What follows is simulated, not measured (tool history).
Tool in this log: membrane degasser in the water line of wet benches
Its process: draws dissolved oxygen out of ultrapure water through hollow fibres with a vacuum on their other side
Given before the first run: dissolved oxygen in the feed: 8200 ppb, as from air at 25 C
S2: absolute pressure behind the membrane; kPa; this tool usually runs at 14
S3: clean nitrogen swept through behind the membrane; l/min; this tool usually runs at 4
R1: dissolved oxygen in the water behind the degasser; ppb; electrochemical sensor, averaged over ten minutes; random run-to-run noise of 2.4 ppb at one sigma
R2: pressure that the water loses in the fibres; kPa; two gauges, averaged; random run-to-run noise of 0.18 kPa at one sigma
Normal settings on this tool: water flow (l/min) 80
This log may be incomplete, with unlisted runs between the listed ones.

{"run": 1, "hour": 0.0, "water flow (l/min)": 80, "S2": 14, "S3": 4, "R1": 484.8, "R2": 32.33}
{"run": 2, "hour": 31.3, "water flow (l/min)": 80, "S2": 14, "S3": 4, "R1": 485.9, "R2": 32.12}
{"run": 3, "hour": 59.3, "water flow (l/min)": 80, "S2": 14, "S3": 4, "R1": 486, "R2": 32.27}
{"run": 4, "hour": 86.0, "water flow (l/min)": 80, "S2": 14, "S3": 4, "R1": 482.2, "R2": 31.87}
{"hour": 89.9, "done": "vacuum gauge calibrated"}
{"run": 5, "hour": 137.4, "water flow (l/min)": 80, "S2": 14, "S3": 5.01, "R1": 386.7, "R2": 32.08}
{"run": 6, "hour": 166.3, "water flow (l/min)": 80, "S2": 14, "S3": 2.83, "R1": 621.4, "R2": 32.34}
{"run": 7, "hour": 198.3, "water flow (l/min)": 80, "S2": 14, "S3": 2.83, "R1": 618.3, "R2": 32.18}
{"run": 8, "hour": 241.5, "water flow (l/min)": 80, "S2": 14, "S3": 4, "R1": 465.9, "R2": 32.47}
{"run": 9, "hour": 279.9, "water flow (l/min)": 80, "S2": 14, "S3": 4, "R1": 466.1, "R2": 32.42}
{"run": 10, "hour": 313.8, "water flow (l/min)": 80, "S2": 14, "S3": 4, "R1": 467.5, "R2": 32.33}
{"run": 11, "hour": 350.0, "water flow (l/min)": 80, "S2": 14, "S3": 4, "R1": 465.4, "R2": 32.48}
{"run": 12, "hour": 393.8, "water flow (l/min)": 80, "S2": 14, "S3": 4, "R1": 465.1, "R2": 32.63}
{"run": 13, "hour": 421.8, "water flow (l/min)": 80, "S2": 14, "S3": 4, "R1": 469.5, "R2": 32.61}
{"run": 14, "hour": 453.1, "water flow (l/min)": 80, "S2": 14, "S3": 4, "R1": 463.6, "R2": 32.2}
{"run": 15, "hour": 479.5, "water flow (l/min)": 64, "S2": 16.3, "S3": 6.94, "R1": 284.9, "R2": 25.96}
{"run": 16, "hour": 512.0, "water flow (l/min)": 56, "S2": 25.8, "S3": 6.94, "R1": 421.1, "R2": 22.46}
{"run": 17, "hour": 553.0, "water flow (l/min)": 111, "S2": 27.6, "S3": 4, "R1": 1277.2, "R2": 45.29}
{"run": 18, "hour": 581.7, "water flow (l/min)": 79, "S2": 13.9, "S3": 4, "R1": 459.4, "R2": 31.81}
{"run": 19, "hour": 612.6, "water flow (l/min)": 90, "S2": 13.3, "S3": 2.87, "R1": 634.2, "R2": 36.55}
{"run": 20, "hour": 657.2, "water flow (l/min)": 90, "S2": 13.6, "S3": 2.73, "R1": 677.8, "R2": 36.5}
{"run": 21, "hour": 687.0, "water flow (l/min)": 85, "S2": 28.9, "S3": 4, "R1": 1086.1, "R2": 34.3}
{"run": 22, "hour": 709.7, "water flow (l/min)": 58, "S2": 28.9, "S3": 5.86, "R1": 568.9, "R2": 23.4}
{"run": 23, "hour": 751.5, "water flow (l/min)": 53, "S2": 17, "S3": 4.78, "R1": 352, "R2": 21.42}
{"run": 24, "hour": 799.1, "water flow (l/min)": 53, "S2": 34.2, "S3": 4.78, "R1": 754.8, "R2": 21.64}
{"run": 25, "hour": 823.6, "water flow (l/min)": 53, "S2": 34.2, "S3": 4.78, "R1": 753.9, "R2": 21.46}
{"run": 26, "hour": 865.4, "water flow (l/min)": 114, "S2": 14, "S3": 4.69, "R1": 557.8, "R2": 46.36}
{"run": 27, "hour": 890.6, "water flow (l/min)": 80, "S2": 14, "S3": 5.65, "R1": 348.7, "R2": 32.26}

4 options for the next run, each taken on its own from the tool as it stands now. Forecast them:
{"run": "A", "hour": 939.2, "water flow (l/min)": 80, "S2": 27.6, "S3": 2.16, "R1": "?", "R2": "?"}
{"run": "B", "hour": 939.2, "water flow (l/min)": 80, "S2": 14, "S3": 3.76, "R1": "?", "R2": "?"}
{"run": "C", "hour": 939.2, "water flow (l/min)": 62, "S2": 9.3, "S3": 5.65, "R1": "?", "R2": "?"}
{"run": "D", "hour": 939.2, "water flow (l/min)": 96, "S2": 18.8, "S3": 1.61, "R1": "?", "R2": "?"}

run=A R1=1568 R2=32.21
run=B R1=490.9 R2=32.16
run=C R1=160.7 R2=25.22
run=D R1=1479.3 R2=38.84
With the hidden condition removed and each run's random variation left untouched, the same runs would have given:
run=A R1=1557.4 R2=31.83
run=B R1=483.1 R2=31.78
run=C R1=156.1 R2=24.93
run=D R1=1470 R2=38.38
